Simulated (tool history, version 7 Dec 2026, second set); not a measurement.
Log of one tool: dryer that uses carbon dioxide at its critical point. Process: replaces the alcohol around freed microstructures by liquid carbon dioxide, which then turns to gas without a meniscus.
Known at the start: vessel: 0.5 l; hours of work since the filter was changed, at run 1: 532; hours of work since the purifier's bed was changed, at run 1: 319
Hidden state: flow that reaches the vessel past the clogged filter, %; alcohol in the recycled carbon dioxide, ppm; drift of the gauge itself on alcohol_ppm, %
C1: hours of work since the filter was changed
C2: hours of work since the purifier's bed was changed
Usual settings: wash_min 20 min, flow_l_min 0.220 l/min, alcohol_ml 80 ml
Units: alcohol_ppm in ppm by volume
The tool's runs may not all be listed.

Run 1, hour 0.0: usual settings; C1 532; C2 319. Result: alcohol_ppm 182 ppm by volume.
At hour 61.8: inlet filter changed.
Run 2, hour 74.7: usual settings but flow_l_min 0.193 l/min; C1 8; C2 365. Result: alcohol_ppm 240 ppm by volume.
Run 3, hour 114.9: usual settings but flow_l_min 0.193 l/min; C1 33; C2 390. Result: alcohol_ppm 238 ppm by volume.
Run 4, hour 169.4: usual settings but flow_l_min 0.193 l/min; C1 68; C2 425. Result: alcohol_ppm 267 ppm by volume.
Run 5, hour 232.8: usual settings but wash_min 25 min; C1 108; C2 465. Result: alcohol_ppm 196 ppm by volume.
Run 6, hour 262.7: usual settings but wash_min 25 min; C1 126; C2 483. Result: alcohol_ppm 191 ppm by volume.
Run 7, hour 293.9: usual settings but flow_l_min 0.281 l/min; C1 146; C2 503. Result: alcohol_ppm 202 ppm by volume.
Run 8, hour 346.1: usual settings but wash_min 18 min, flow_l_min 0.281 l/min; C1 179; C2 536. Result: alcohol_ppm 223 ppm by volume.
Run 9, hour 416.2: usual settings; C1 223; C2 580. Result: alcohol_ppm 268 ppm by volume.
Run 10, hour 478.0: usual settings but flow_l_min 0.218 l/min; C1 262; C2 619. Result: alcohol_ppm 297 ppm by volume.
Run 11, hour 549.6: usual settings but alcohol_ml 54 ml; C1 307; C2 664. Result: alcohol_ppm 288 ppm by volume.
At hour 569.4: purifier's bed changed.
Run 12, hour 608.0: usual settings but wash_min 28 min; C1 342; C2 24. Result: alcohol_ppm 18 ppm by volume.
Run 13, hour 665.5: usual settings; C1 378; C2 61. Result: alcohol_ppm 80 ppm by volume.
Run 14, hour 714.0: usual settings but flow_l_min 0.362 l/min; C1 409; C2 91. Result: alcohol_ppm 45 ppm by volume.
Run 15, hour 760.8: usual settings but wash_min 18 min, flow_l_min 0.152 l/min, alcohol_ml 83 ml; C1 438; C2 120. Result: alcohol_ppm 1115 ppm by volume.
Run 16, hour 802.0: usual settings but wash_min 18 min, flow_l_min 0.152 l/min, alcohol_ml 83 ml; C1 464; C2 146. Result: alcohol_ppm 1210 ppm by volume.
Run 17, hour 863.8: usual settings but wash_min 17 min, flow_l_min 0.178 l/min, alcohol_ml 83 ml; C1 503; C2 185. Result: alcohol_ppm 765 ppm by volume.
Run 18, hour 900.6: usual settings but wash_min 25 min, flow_l_min 0.198 l/min, alcohol_ml 90 ml; C1 526; C2 208. Result: alcohol_ppm 108 ppm by volume.
Run 19, hour 958.2: usual settings but wash_min 14 min, flow_l_min 0.188 l/min, alcohol_ml 55 ml; C1 562; C2 245. Result: alcohol_ppm 1076 ppm by volume.
At hour 972.5: inlet filter changed.
Run 20, hour 1022.9: usual settings but wash_min 15 min, flow_l_min 0.149 l/min, alcohol_ml 115 ml; C1 32; C2 285. Result: alcohol_ppm 3307 ppm by volume.
Run 21, hour 1060.2: usual settings but wash_min 17 min, flow_l_min 0.258 l/min, alcohol_ml 56 ml; C1 55; C2 308. Result: alcohol_ppm 156 ppm by volume.
Run 22, hour 1102.4: usual settings but wash_min 12 min, alcohol_ml 87 ml; C1 82; C2 335. Result: alcohol_ppm 1349 ppm by volume.
Run 23, hour 1133.3: usual settings but wash_min 12 min, alcohol_ml 87 ml; C1 101; C2 354. Result: alcohol_ppm 1303 ppm by volume.
Run 24, hour 1166.8: usual settings but wash_min 24 min, alcohol_ml 49 ml; C1 122; C2 375. Result: alcohol_ppm 162 ppm by volume.
Run 25, hour 1232.6: usual settings but wash_min 16 min, flow_l_min 0.320 l/min, alcohol_ml 40 ml; C1 164; C2 417. Result: alcohol_ppm 175 ppm by volume.

Forecast each of these 5 alternatives for the next run:
Run A, hour 1291.9: usual settings but wash_min 13 min, flow_l_min 0.320 l/min, alcohol_ml 40 ml; C1 201; C2 454. Result: alcohol_ppm ?.
Run B, hour 1291.9: usual settings but wash_min 16 min, flow_l_min 0.350 l/min, alcohol_ml 26 ml; C1 201; C2 454. Result: alcohol_ppm ?.
Run C, hour 1291.9: usual settings but wash_min 16 min, flow_l_min 0.373 l/min, alcohol_ml 45 ml; C1 201; C2 454. Result: alcohol_ppm ?.
Run D, hour 1291.9: usual settings but wash_min 17 min, flow_l_min 0.175 l/min, alcohol_ml 52 ml; C1 201; C2 454. Result: alcohol_ppm ?.
Run E, hour 1291.9: usual settings but wash_min 16 min, flow_l_min 0.190 l/min, alcohol_ml 40 ml; C1 201; C2 454. Result: alcohol_ppm ?.

run  alcohol_ppm
  A          222
  B          183
  C          190
  D          575
  E          468
Without the tool's hidden state the same runs would have given:
run  alcohol_ppm
  A           33
  B            5
  C            9
  D          330
  E          242
